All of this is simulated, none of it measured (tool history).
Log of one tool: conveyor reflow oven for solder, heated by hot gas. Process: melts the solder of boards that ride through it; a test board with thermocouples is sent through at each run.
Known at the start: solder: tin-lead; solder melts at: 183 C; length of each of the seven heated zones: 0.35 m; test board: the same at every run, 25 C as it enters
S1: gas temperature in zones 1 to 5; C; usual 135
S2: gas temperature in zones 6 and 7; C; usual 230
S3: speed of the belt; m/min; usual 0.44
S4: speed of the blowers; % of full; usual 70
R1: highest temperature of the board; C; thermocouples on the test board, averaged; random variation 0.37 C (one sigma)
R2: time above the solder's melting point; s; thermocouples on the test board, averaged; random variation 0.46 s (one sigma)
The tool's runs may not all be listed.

run	hour	S1	S2	S3	S4	R1	R2
1	0	135	230	0.44	70	214.8	67.3
2	6.2	135	230	0.44	70	214.5	66.9
3	17.5	135	226	0.44	70	211	64.4
4	29.1	121	226	0.44	70	208.5	54.5
5	39.6	121	226	0.44	70	208.3	55.4
6	47.8	135	222	0.44	70	207.8	59.6
7	58.2	135	222	0.44	70	207.7	59
8	63.8	135	230	0.44	70	214.2	66.4
9	71.3	135	230	0.44	70	214.4	67.2
10	83.2	135	230	0.44	70	214.5	67.6
11	92.4	135	230	0.44	70	214.8	66.9
12	103.1	135	230	0.44	74	214.2	68.8
13	109.2	135	230	0.44	74	214.8	68.6
14	114.8	135	230	0.44	74	215.3	68.7
# hour 125.8: flux residue cleaned out of gas plates and filters
15	130.4	135	230	0.44	74	216.2	69.7
16	140.5	135	230	0.44	74	216.1	70.1
17	149.7	135	230	0.44	74	216.1	70.3
18	155.5	135	230	0.44	74	216.2	69.9
19	166.6	135	221	0.46	70	205.9	55.3
20	175.2	144	241	0.46	70	224.9	77.5
21	180.7	148	243	0.495	86	228.3	76.1
22	193.2	135	230	0.46	74	214.9	64.5
23	203.3	122	230	0.46	67	210.7	55.1
24	211.8	122	230	0.46	67	210.4	54.1
25	219.7	150	230	0.44	86	221.3	81.7
26	231.5	135	230	0.476	75	214	61.4
27	242.4	135	230	0.476	75	214	61.6
28	250.2	135	241	0.44	70	224.1	75.9
29	261.6	123	238	0.473	76	218.7	62.6
30	272.2	121	244	0.372	70	231	91.5

The same runs without the tool's hidden state, with the same run-to-run variation:
The hidden state here: heat that the gas passes to the board, % of a clean oven's; belt's true speed, % of the reading; true gas temperature in zones 6 and 7 over the reading, C; drift of the gauge itself on peak_c, C; drift of the gauge itself on liquid_s, %.
run	R1	R2
1	214.1	66.6
2	213.8	66.2
3	210.3	63.7
4	207.9	53.9
5	207.7	54.8
6	207.1	58.8
7	207	58.3
8	213.6	65.7
9	213.8	66.6
10	213.9	67
11	214.2	66.3
12	213.6	68.2
13	214.2	68
14	214.7	68.1
15	214.5	67.7
16	214.4	68.2
17	214.4	68.3
18	214.5	67.9
19	204.2	52.9
20	223.2	75.9
21	226.7	74.7
22	213.3	62.6
23	209.1	53.1
24	208.7	52
25	219.6	80.1
26	212.5	59.6
27	212.5	59.8
28	222.5	74.3
29	217.2	61
30	229.2	89.7
